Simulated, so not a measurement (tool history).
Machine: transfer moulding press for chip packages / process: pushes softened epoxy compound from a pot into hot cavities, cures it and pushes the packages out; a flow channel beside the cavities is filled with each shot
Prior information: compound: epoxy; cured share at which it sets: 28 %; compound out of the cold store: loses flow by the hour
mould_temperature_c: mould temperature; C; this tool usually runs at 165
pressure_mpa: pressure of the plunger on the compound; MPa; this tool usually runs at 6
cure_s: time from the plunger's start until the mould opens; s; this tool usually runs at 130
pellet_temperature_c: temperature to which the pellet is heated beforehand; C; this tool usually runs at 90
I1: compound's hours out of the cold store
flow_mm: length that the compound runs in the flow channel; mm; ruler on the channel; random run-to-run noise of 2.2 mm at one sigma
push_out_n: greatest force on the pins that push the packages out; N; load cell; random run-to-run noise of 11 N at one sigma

run 1 hour=0 | mould_temperature_c=165 pressure_mpa=6 cure_s=130 pellet_temperature_c=90 | I1=17.6 | flow_mm=905 push_out_n=780
run 2 hour=23.9 | mould_temperature_c=165 pressure_mpa=6 cure_s=130 pellet_temperature_c=90 | I1=29.2 | flow_mm=827 push_out_n=824
-- hour=30.9 cavities cleaned with cleaning compound and waxed
run 3 hour=40.1 | mould_temperature_c=165 pressure_mpa=6 cure_s=130 pellet_temperature_c=90 | I1=19.1 | flow_mm=893 push_out_n=595
run 4 hour=66.6 | mould_temperature_c=165 pressure_mpa=6 cure_s=130 pellet_temperature_c=90 | I1=41 | flow_mm=760 push_out_n=726
run 5 hour=87 | mould_temperature_c=165 pressure_mpa=6 cure_s=130 pellet_temperature_c=90 | I1=17.7 | flow_mm=896 push_out_n=811
-- hour=96.4 cavities cleaned with cleaning compound and waxed
run 6 hour=114.9 | mould_temperature_c=165 pressure_mpa=6 cure_s=130 pellet_temperature_c=88 | I1=39.3 | flow_mm=766 push_out_n=711
run 7 hour=140.9 | mould_temperature_c=165 pressure_mpa=6 cure_s=130 pellet_temperature_c=90 | I1=33.2 | flow_mm=797 push_out_n=748
-- hour=152.7 plunger's sealing rings changed
run 8 hour=156.9 | mould_temperature_c=165 pressure_mpa=6 cure_s=130 pellet_temperature_c=90 | I1=14.2 | flow_mm=967 push_out_n=832
-- hour=165 mould's thermocouples calibrated
-- hour=166.5 cavities cleaned with cleaning compound and waxed
run 9 hour=176.5 | mould_temperature_c=165 pressure_mpa=6 cure_s=130 pellet_temperature_c=90 | I1=14.8 | flow_mm=953 push_out_n=609
run 10 hour=191.6 | mould_temperature_c=165 pressure_mpa=6 cure_s=130 pellet_temperature_c=90 | I1=43.3 | flow_mm=778 push_out_n=651
run 11 hour=204.5 | mould_temperature_c=165 pressure_mpa=6 cure_s=130 pellet_temperature_c=90 | I1=20.6 | flow_mm=912 push_out_n=731
-- hour=232.6 cavities cleaned with cleaning compound and waxed
run 12 hour=232.6 | mould_temperature_c=165 pressure_mpa=6 cure_s=130 pellet_temperature_c=90 | I1=29.2 | flow_mm=858 push_out_n=512
run 13 hour=250.5 | mould_temperature_c=165 pressure_mpa=6 cure_s=130 pellet_temperature_c=90 | I1=36.1 | flow_mm=809 push_out_n=632
run 14 hour=265.4 | mould_temperature_c=165 pressure_mpa=5.36 cure_s=130 pellet_temperature_c=90 | I1=17 | flow_mm=880 push_out_n=738
run 15 hour=278.4 | mould_temperature_c=170 pressure_mpa=6.87 cure_s=130 pellet_temperature_c=90 | I1=14.7 | flow_mm=980 push_out_n=669
-- hour=299 cavities cleaned with cleaning compound and waxed
run 16 hour=304.2 | mould_temperature_c=160 pressure_mpa=5.69 cure_s=130 pellet_temperature_c=90 | I1=37.9 | flow_mm=801 push_out_n=728
run 17 hour=315.6 | mould_temperature_c=160 pressure_mpa=5.69 cure_s=130 pellet_temperature_c=90 | I1=32.8 | flow_mm=831 push_out_n=860
run 18 hour=340.8 | mould_temperature_c=170 pressure_mpa=5.69 cure_s=138 pellet_temperature_c=88 | I1=44.7 | flow_mm=719 push_out_n=672
run 19 hour=361.7 | mould_temperature_c=172 pressure_mpa=4.98 cure_s=136 pellet_temperature_c=82 | I1=38.8 | flow_mm=694 push_out_n=716
-- hour=365.5 cavities cleaned with cleaning compound and waxed
run 20 hour=388.6 | mould_temperature_c=165 pressure_mpa=6 cure_s=111 pellet_temperature_c=96 | I1=24.7 | flow_mm=871 push_out_n=810
run 21 hour=412.1 | mould_temperature_c=165 pressure_mpa=6 cure_s=111 pellet_temperature_c=96 | I1=9.6 | flow_mm=966 push_out_n=1032
run 22 hour=426.3 | mould_temperature_c=165 pressure_mpa=6 cure_s=111 pellet_temperature_c=96 | I1=47.3 | flow_mm=738 push_out_n=953
-- hour=432.2 cavities cleaned with cleaning compound and waxed
run 23 hour=441 | mould_temperature_c=165 pressure_mpa=6 cure_s=111 pellet_temperature_c=96 | I1=17.1 | flow_mm=914 push_out_n=765
run 24 hour=455.3 | mould_temperature_c=165 pressure_mpa=6 cure_s=111 pellet_temperature_c=96 | I1=22.2 | flow_mm=880 push_out_n=836
run 25 hour=467.1 | mould_temperature_c=168 pressure_mpa=5.94 cure_s=143 pellet_temperature_c=95 | I1=16.1 | flow_mm=897 push_out_n=655
run 26 hour=489.3 | mould_temperature_c=165 pressure_mpa=5.94 cure_s=129 pellet_temperature_c=95 | I1=34.7 | flow_mm=798 push_out_n=794
-- hour=498 cavities cleaned with cleaning compound and waxed
run 27 hour=503 | mould_temperature_c=169 pressure_mpa=7.26 cure_s=126 pellet_temperature_c=86 | I1=27.1 | flow_mm=912 push_out_n=517
run 28 hour=522.6 | mould_temperature_c=167 pressure_mpa=4.54 cure_s=120 pellet_temperature_c=86 | I1=47.1 | flow_mm=633 push_out_n=693

Forecast each of these 3 alternatives for the next run:
run A hour=546.9 | mould_temperature_c=160 pressure_mpa=4.54 cure_s=120 pellet_temperature_c=86 | I1=39.3 | flow_mm=? push_out_n=?
run B hour=546.9 | mould_temperature_c=165 pressure_mpa=6 cure_s=130 pellet_temperature_c=94 | I1=40 | flow_mm=? push_out_n=?
run C hour=546.9 | mould_temperature_c=164 pressure_mpa=5.69 cure_s=120 pellet_temperature_c=94 | I1=12.4 | flow_mm=? push_out_n=?

run=A flow_mm=690 push_out_n=1198
run=B flow_mm=767 push_out_n=790
run=C flow_mm=919 push_out_n=949
With no hidden state in the tool, these same runs would have given:
run=A flow_mm=720 push_out_n=773
run=B flow_mm=801 push_out_n=519
run=C flow_mm=959 push_out_n=614
